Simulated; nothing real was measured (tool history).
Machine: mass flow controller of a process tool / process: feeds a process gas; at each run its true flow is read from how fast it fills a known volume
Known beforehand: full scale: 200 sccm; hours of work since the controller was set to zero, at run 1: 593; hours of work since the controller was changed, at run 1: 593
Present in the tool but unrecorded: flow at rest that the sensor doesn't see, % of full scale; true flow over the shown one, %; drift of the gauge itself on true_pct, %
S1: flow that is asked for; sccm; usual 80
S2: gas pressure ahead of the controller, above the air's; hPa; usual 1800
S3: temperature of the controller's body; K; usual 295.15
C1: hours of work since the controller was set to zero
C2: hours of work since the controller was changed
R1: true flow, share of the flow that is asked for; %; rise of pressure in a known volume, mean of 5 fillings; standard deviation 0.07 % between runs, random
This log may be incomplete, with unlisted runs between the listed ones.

run    hour   S1    S2      S3    C1    C2      R1
  1     0.0   80  1800  295.15   593   593   98.94
  2   160.7   80  1800  295.15   643   643   98.90
  3   256.3   80  1800  295.15   672   672   98.97
  4   383.3   80  1800  295.15   711   711   99.04
  5   588.0   80  1670  295.15   774   774   98.88
  6   752.8   80  1670  295.15   824   824   98.90
  7   929.5   80  1670  295.15   878   878   99.02
  8  1152.0   80  1800  295.15   946   946   99.32
  9  1309.9   80  1800  295.15   995   995   99.31
 10  1447.3   80  1800  295.15  1037  1037   99.42
 11  1591.7   80  1580  295.15  1081  1081   99.20
 12  1794.1   80  1800  295.15  1143  1143   99.57
 13  2018.2   80  1800  295.15  1212  1212   99.53
 14  2130.3   67  1800  295.15  1246  1246   99.34
 15  2230.5  183  1800  306.15  1277  1277  100.14
 16  2325.0  183  1800  306.15  1306  1306  100.13
 17  2547.8   94  2720  295.15  1374  1374  100.54
 18  2652.4   80  1800  299.15  1406  1406   99.45
 19  2842.0   80  1800  299.15  1464  1464   99.38
 20  3024.7   80  2700  295.15  1520  1520  100.62
 21  3146.5   80  1780  301.15  1557  1557   99.42
 22  3288.5   80  1780  301.15  1601  1601   99.42

Predict the results of run 23:
 23  3450.1  115  1800  300.15  1650  1650   ?

{"run 23": {"R1": 99.78}}
The same run, on a tool lacking any hidden state, would have yielded R1 98.30 %.

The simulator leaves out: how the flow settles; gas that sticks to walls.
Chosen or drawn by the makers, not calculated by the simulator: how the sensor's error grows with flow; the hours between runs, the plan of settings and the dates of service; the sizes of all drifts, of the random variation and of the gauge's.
